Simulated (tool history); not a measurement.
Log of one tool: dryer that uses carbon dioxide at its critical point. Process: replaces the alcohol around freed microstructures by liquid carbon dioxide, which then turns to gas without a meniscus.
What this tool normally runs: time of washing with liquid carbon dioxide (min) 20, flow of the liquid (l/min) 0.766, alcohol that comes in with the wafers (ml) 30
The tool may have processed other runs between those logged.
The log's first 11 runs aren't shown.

run	hour	time of washing with liquid carbon dioxide (min)	flow of the liquid (l/min)	alcohol that comes in with the wafers (ml)	alcohol left in the vessel before it's heated (ppm by volume)
12	86.6	20	0.865	30	81
13	93.1	20	0.766	30	121
14	100.6	20	0.766	30	116
15	104.5	20	0.766	30	121
16	110.8	20	0.766	30	135
17	118.8	20	0.766	30	118
18	125.8	20	0.766	30	123
19	134.1	20	0.766	30	124
20	139.8	26	0.766	30	49
21	146.3	26	0.766	30	55
22	154.4	26	0.766	30	50
23	160	20	0.649	30	236
24	165.7	20	1.201	30	45
25	172.4	13	0.766	30	611
26	180.7	31	1.06	68	40
27	188.9	31	1.06	68	43
28	195.9	12	0.842	105	1915

The next listed run, before its measurement:
29	204.3	12	0.801	24	?

{"run 29": {"alcohol left in the vessel before it's heated (ppm by volume)": 557}}
Take away the tool's hidden state, keep the run-to-run variation as it was, and the same run would have given alcohol left in the vessel before it's heated (ppm by volume) 384.
